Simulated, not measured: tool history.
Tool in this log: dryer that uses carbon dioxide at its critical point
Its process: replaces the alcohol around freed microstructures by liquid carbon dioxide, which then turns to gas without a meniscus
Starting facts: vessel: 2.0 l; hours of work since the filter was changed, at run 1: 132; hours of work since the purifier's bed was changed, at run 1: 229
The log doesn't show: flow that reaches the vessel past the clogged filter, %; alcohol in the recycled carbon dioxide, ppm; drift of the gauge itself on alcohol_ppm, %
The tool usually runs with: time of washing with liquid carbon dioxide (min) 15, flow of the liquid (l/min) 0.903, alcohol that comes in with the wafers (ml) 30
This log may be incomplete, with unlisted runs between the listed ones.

| run | hour | time of washing with liquid carbon dioxide (min) | flow of the liquid (l/min) | alcohol that comes in with the wafers (ml) | hours of work since the filter was changed | hours of work since the purifier's bed was changed | alcohol left in the vessel before it's heated (ppm by volume) |
|---|---|---|---|---|---|---|---|
| 1 | 0.0 | 15 | 0.903 | 30 | 132 | 229 | 74 |
| 2 | 7.6 | 15 | 0.903 | 30 | 136 | 233 | 76 |
| 3 | 15.1 | 15 | 0.903 | 30 | 140 | 237 | 73 |
| 4 | 24.5 | 15 | 0.903 | 30 | 145 | 242 | 75 |
| 5 | 33.8 | 15 | 0.903 | 30 | 150 | 247 | 84 |
| 6 | 39.1 | 15 | 0.903 | 24 | 153 | 250 | 62 |
| 7 | 47.5 | 15 | 0.903 | 24 | 158 | 255 | 68 |
| 8 | 54.7 | 15 | 0.903 | 24 | 162 | 259 | 63 |
| 9 | 60.3 | 15 | 0.903 | 24 | 165 | 262 | 70 |
| 10 | 66.0 | 15 | 0.903 | 24 | 168 | 265 | 64 |
| 11 | 73.3 | 15 | 1.530 | 30 | 172 | 269 | 26 |
| 12 | 80.9 | 15 | 1.530 | 30 | 176 | 273 | 28 |
| 13 | 89.4 | 13 | 1.530 | 30 | 181 | 278 | 42 |
| 14 | 94.9 | 13 | 1.530 | 30 | 184 | 281 | 25 |
| 15 | 100.1 | 13 | 1.530 | 43 | 187 | 283 | 39 |
| 16 | 110.0 | 13 | 1.530 | 43 | 192 | 289 | 30 |
| 17 | 114.4 | 18 | 0.903 | 30 | 195 | 291 | 44 |
| 18 | 123.8 | 15 | 0.903 | 30 | 200 | 296 | 95 |
| 19 | 128.8 | 15 | 0.903 | 30 | 202 | 299 | 92 |
| 20 | 137.5 | 15 | 0.903 | 30 | 207 | 304 | 102 |
| 21 | 145.5 | 15 | 0.903 | 30 | 212 | 308 | 86 |
| 22 | 149.9 | 15 | 0.903 | 30 | 214 | 311 | 98 |
| 23 | 160.3 | 16 | 0.903 | 30 | 220 | 316 | 68 |
| 24 | 168.2 | 15 | 0.903 | 30 | 224 | 321 | 83 |
| 25 | 175.8 | 15 | 0.903 | 30 | 228 | 325 | 93 |
| 26 | 185.9 | 15 | 1.418 | 30 | 234 | 330 | 34 |
| 27 | 191.2 | 17 | 0.773 | 66 | 237 | 333 | 182 |
| 28 | 199.9 | 17 | 0.773 | 66 | 241 | 338 | 189 |
| 29 | 210.0 | 17 | 0.773 | 66 | 247 | 344 | 198 |
|  | 211.7 | inlet filter changed |
| 30 | 219.6 | 17 | 0.773 | 66 | 4 | 348 | 147 |
| 31 | 227.1 | 15 | 0.903 | 87 | 8 | 352 | 152 |
| 32 | 236.0 | 11 | 0.903 | 26 | 13 | 357 | 216 |
| 33 | 245.1 | 11 | 0.903 | 26 | 18 | 362 | 207 |
| 34 | 251.0 | 11 | 0.903 | 26 | 22 | 365 | 211 |
| 35 | 260.0 | 10 | 1.508 | 31 | 26 | 370 | 62 |
| 36 | 265.4 | 10 | 1.508 | 31 | 29 | 373 | 46 |
| 37 | 272.6 | 12 | 1.307 | 78 | 33 | 377 | 79 |
| 38 | 280.1 | 12 | 1.307 | 78 | 37 | 381 | 76 |
| 39 | 284.8 | 12 | 1.307 | 78 | 40 | 384 | 78 |
| 40 | 290.4 | 12 | 1.307 | 78 | 43 | 387 | 87 |
| 41 | 295.3 | 14 | 0.903 | 79 | 46 | 390 | 221 |
| 42 | 305.6 | 15 | 0.903 | 45 | 51 | 395 | 103 |
| 43 | 310.7 | 12 | 0.564 | 117 | 54 | 398 | 3503 |
| 44 | 315.4 | 12 | 0.564 | 117 | 57 | 401 | 3358 |
| 45 | 322.1 | 17 | 1.336 | 21 | 60 | 404 | 41 |
| 46 | 328.1 | 13 | 0.727 | 116 | 64 | 408 | 1130 |
| 47 | 337.0 | 14 | 0.903 | 30 | 69 | 412 | 99 |

Alternative continuations, all from the tool just after run 47; predict every row:
| A | 345.0 | 14 | 0.903 | 46 | 73 | 417 | ? |
| B | 345.0 | 13 | 0.697 | 30 | 73 | 417 | ? |
| C | 345.0 | 14 | 0.903 | 60 | 73 | 417 | ? |
| D | 345.0 | 18 | 1.087 | 88 | 73 | 417 | ? |

| run | alcohol left in the vessel before it's heated (ppm by volume) |
|---|---|
| A | 150 |
| B | 377 |
| C | 176 |
| D | 45 |
What these runs would have given with no unlogged condition in the tool:
| run | alcohol left in the vessel before it's heated (ppm by volume) |
|---|---|
| A | 100 |
| B | 303 |
| C | 120 |
| D | 11 |

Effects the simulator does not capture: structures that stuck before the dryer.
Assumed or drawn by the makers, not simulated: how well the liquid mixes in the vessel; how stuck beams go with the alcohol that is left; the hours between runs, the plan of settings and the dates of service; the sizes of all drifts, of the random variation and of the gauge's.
